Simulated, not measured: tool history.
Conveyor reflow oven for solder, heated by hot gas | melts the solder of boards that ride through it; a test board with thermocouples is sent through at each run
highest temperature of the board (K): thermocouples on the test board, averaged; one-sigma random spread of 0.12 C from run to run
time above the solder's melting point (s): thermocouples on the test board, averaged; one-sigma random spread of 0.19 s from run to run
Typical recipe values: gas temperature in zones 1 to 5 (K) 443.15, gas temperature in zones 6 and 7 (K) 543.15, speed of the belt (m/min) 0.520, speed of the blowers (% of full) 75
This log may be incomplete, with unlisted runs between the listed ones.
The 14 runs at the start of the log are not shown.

run   hour  gas temperature in zones 1 to 5 (K)  gas temperature in zones 6 and 7 (K)  speed of the belt (m/min)  speed of the blowers (% of full)  highest temperature of the board (K)  time above the solder's melting point (s)
 15  148.3                               443.15                                543.15                      0.520                                75                                533.45                                       56.5
 16  161.6                               443.15                                543.15                      0.520                                75                                533.35                                       56.3
 17  176.4                               443.15                                543.15                      0.567                                85                                532.75                                       51.7
     182.5  -- flux residue cleaned out of gas plates and filters
 18  188.1                               443.15                                543.15                      0.438                                52                                532.45                                       66.9
 19  197.6                               443.15                                543.15                      0.527                                61                                528.45                                       52.6
 20  208.4                               443.15                                543.15                      0.527                                61                                528.95                                       52.7
 21  217.9                               443.15                                543.15                      0.616                                75                                526.75                                       43.3
 22  230.1                               443.15                                543.15                      0.616                                75                                526.85                                       43.8
 23  245.1                               443.15                                543.15                      0.616                                75                                526.75                                       43.6
 24  252.2                               443.15                                537.15                      0.520                                51                                521.25                                       47.8
 25  261.0                               435.15                                543.15                      0.520                                75                                531.35                                       53.4
     272.4  -- flux residue cleaned out of gas plates and filters, once more
 26  278.1                               435.15                                543.15                      0.520                                75                                534.05                                       55.0
 27  289.7                               443.15                                547.15                      0.520                                61                                535.25                                       57.4
 28  302.2                               455.15                                546.15                      0.588                                75                                535.95                                       54.3
 29  313.5                               452.15                                553.15                      0.555                                55                                538.25                                       57.7
 30  322.8                               429.15                                545.15                      0.424                                55                                536.15                                       67.8
 31  332.7                               453.15                                553.15                      0.562                                55                                538.25                                       56.6
 32  347.2                               450.15                                532.15                      0.574                                87                                525.15                                       49.9

Forecast each of these 3 alternatives for the next run:
  A  361.2                               443.15                                535.15                      0.520                                53                                     ?                                          ?
  B  361.2                               450.15                                532.15                      0.480                                87                                     ?                                          ?
  C  361.2                               450.15                                532.15                      0.574                                81                                     ?                                          ?

run  highest temperature of the board (K)  time above the solder's melting point (s)
  A                                522.35                                       49.1
  B                                528.45                                       62.5
  C                                523.85                                       49.1
What these runs would have given with no unlogged condition in the tool:
run  highest temperature of the board (K)  time above the solder's melting point (s)
  A                                520.55                                       47.3
  B                                526.65                                       61.0
  C                                522.25                                       47.8

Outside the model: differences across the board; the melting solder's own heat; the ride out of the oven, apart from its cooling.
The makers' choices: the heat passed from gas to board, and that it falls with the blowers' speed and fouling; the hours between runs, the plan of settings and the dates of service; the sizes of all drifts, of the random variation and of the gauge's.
